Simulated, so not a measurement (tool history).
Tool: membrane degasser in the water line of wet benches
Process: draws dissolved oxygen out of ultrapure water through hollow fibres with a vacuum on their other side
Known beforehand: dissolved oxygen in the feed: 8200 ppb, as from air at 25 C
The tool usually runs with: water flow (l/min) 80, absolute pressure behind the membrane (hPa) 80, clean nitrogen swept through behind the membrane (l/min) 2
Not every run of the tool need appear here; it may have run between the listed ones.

run   hour  water flow (l/min)  absolute pressure behind the membrane (hPa)  clean nitrogen swept through behind the membrane (l/min)  dissolved oxygen in the water behind the degasser (ppb)  pressure that the water loses in the fibres (hPa)
  1      0                  80                                           80                                                         2                                                    488.8                                              443.7
  2   29.4                  80                                           80                                                         2                                                    486.3                                              447.2
  3   69.9                  80                                           80                                                         2                                                    480.9                                              444.1
  4  110.9                  80                                           80                                                         2                                                    483.1                                                445
  5    158                  80                                           80                                                         2                                                    487.9                                              443.7
  6    209                  80                                        139.4                                                         2                                                    896.6                                              445.8
  7  234.4                  80                                           80                                                       3.6                                                    341.4                                              445.1
  8  276.8                  80                                           80                                                         2                                                      484                                              446.4
  9  318.5                  74                                           80                                                         2                                                    443.1                                              412.6
 10  368.5                  84                                           80                                                         2                                                    508.3                                              469.1
 11    426                  84                                           80                                                         2                                                    508.1                                              469.3
 12  477.3                 103                                         53.7                                                      4.62                                                      295                                              573.6
 13  528.7                  80                                         97.3                                                      2.55                                                    530.2                                              447.4
 14  572.4                  49                                         73.2                                                      5.45                                                    119.5                                              273.2
 15  617.5                  87                                        102.9                                                      3.12                                                    534.7                                              483.7
 16  643.7                  87                                        102.9                                                      3.12                                                    537.2                                                485
 17  670.3                  59                                        147.4                                                      1.44                                                      923                                              329.5
 18  708.1                  76                                         84.5                                                      2.19                                                    469.2                                              421.3
 19  744.5                  80                                        120.5                                                         2                                                    760.7                                              447.6

Branching from run 19: 5 alternative next runs. What would each branch give?
  A  778.1                  80                                         72.2                                                      2.77                                                        ?                                                  ?
  B  778.1                  81                                        118.8                                                      4.01                                                        ?                                                  ?
  C  778.1                 128                                         65.7                                                      3.54                                                        ?                                                  ?
  D  778.1                 111                                         98.6                                                      1.81                                                        ?                                                  ?
  E  778.1                  80                                           80                                                      1.97                                                        ?                                                  ?

run  dissolved oxygen in the water behind the degasser (ppb)  pressure that the water loses in the fibres (hPa)
  A                                                    354.8                                              445.4
  B                                                    482.8                                                452
  C                                                    518.6                                              714.7
  D                                                    888.2                                                619
  E                                                    486.2                                              447.4
What these runs would have given with no unlogged condition in the tool:
run  dissolved oxygen in the water behind the degasser (ppb)  pressure that the water loses in the fibres (hPa)
  A                                                    334.6                                              443.2
  B                                                    467.1                                              449.8
  C                                                    493.6                                              711.1
  D                                                      857                                              615.9
  E                                                    461.4                                              445.2
